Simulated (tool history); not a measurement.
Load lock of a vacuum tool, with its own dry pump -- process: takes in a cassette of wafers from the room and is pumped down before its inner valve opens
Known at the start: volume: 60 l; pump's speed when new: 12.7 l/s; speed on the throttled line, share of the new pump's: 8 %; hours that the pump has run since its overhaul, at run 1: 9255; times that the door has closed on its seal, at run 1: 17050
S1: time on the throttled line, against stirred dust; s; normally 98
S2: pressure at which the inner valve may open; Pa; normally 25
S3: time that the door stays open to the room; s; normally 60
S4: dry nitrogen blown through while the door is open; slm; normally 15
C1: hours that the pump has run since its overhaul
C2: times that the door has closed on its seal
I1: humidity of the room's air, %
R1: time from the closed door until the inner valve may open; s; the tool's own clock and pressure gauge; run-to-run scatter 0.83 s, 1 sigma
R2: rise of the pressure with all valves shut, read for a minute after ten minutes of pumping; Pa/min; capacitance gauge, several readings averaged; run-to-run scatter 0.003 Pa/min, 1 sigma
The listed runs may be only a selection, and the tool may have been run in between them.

run,hour,S1,S2,S3,S4,C1,C2,I1,R1,R2
1,0,98,25,60,15,9255,17050,45,134.3,0.045
2,87.1,98,33,60,15,9342,17392,46,133.8,0.038
3,178.9,98,33,60,15,9434,17753,43.9,132.9,0.04
4,230.1,98,33,60,15,9485,17954,42.9,133.9,0.04
5,341.2,98,33,60,15,9597,18391,46.1,132.2,0.048
6,421.5,98,25,168,15,9677,18707,44.9,136.1,0.067
7,518.1,98,25,60,15,9773,19087,45.5,133.6,0.047
8,578.7,98,25,60,15,9834,19325,44.7,134.8,0.043
9,634.2,98,25,60,15,9889,19543,42.8,135.8,0.046
10,721.9,98,25,60,15,9977,19888,52.1,136.5,0.049
11,812.8,98,25,76,15,10068,20245,51,136.1,0.053
12,889.7,98,25,76,15,10145,20547,46.1,135.7,0.052
13,993,54,35,92,8,10248,20953,46.3,93.7,0.069
14,1085.2,54,37,168,8,10341,21316,43.8,94.1,0.085
15,1160.2,54,27,168,6,10416,21611,46.9,95.8,0.092
16,1247.2,54,27,39,6,10502,21953,44.1,95.5,0.051
17,1313.6,64,36,65,23,10569,22214,43.5,104,0.051
18,1432,64,36,135,23,10687,22679,43.6,102.4,0.062
19,1549.2,64,36,135,23,10805,23140,45.6,104.2,0.063
20,1616.8,82,22,43,18,10872,23406,45.2,122.1,0.048
21,1675.4,126,43,58,6,10931,23636,41.7,158.6,0.06

Some steps in R1, run to run, broken into two amounts with sign: the step expected even without the hidden condition (settings, incoming material, random variation), and the rest, left for the hidden condition together with whatever gauge scatter is not in both the measured and the hidden-condition-free result:
The tool's hidden condition here consists of: pump's speed, % of a new pump's; leak at the door's seal, Pa l/s; drift of the gauge itself on ready_s, %; drift of the gauge itself on rise_pa_min, %.
Run 5 -> 6: S2 33 -> 25, S3 60 -> 168. R1 +3.9 s: hidden state +0.4, all else +3.5.
Run 12 -> 13: S1 98 -> 54, S2 25 -> 35, S3 76 -> 92, S4 15 -> 8. R1 -42 s: hidden state +0.4, all else -42.4.
Run 20 -> 21: S1 82 -> 126, S2 22 -> 43, S3 43 -> 58, S4 18 -> 6. R1 +36.5 s: hidden state -1.5, all else +38.

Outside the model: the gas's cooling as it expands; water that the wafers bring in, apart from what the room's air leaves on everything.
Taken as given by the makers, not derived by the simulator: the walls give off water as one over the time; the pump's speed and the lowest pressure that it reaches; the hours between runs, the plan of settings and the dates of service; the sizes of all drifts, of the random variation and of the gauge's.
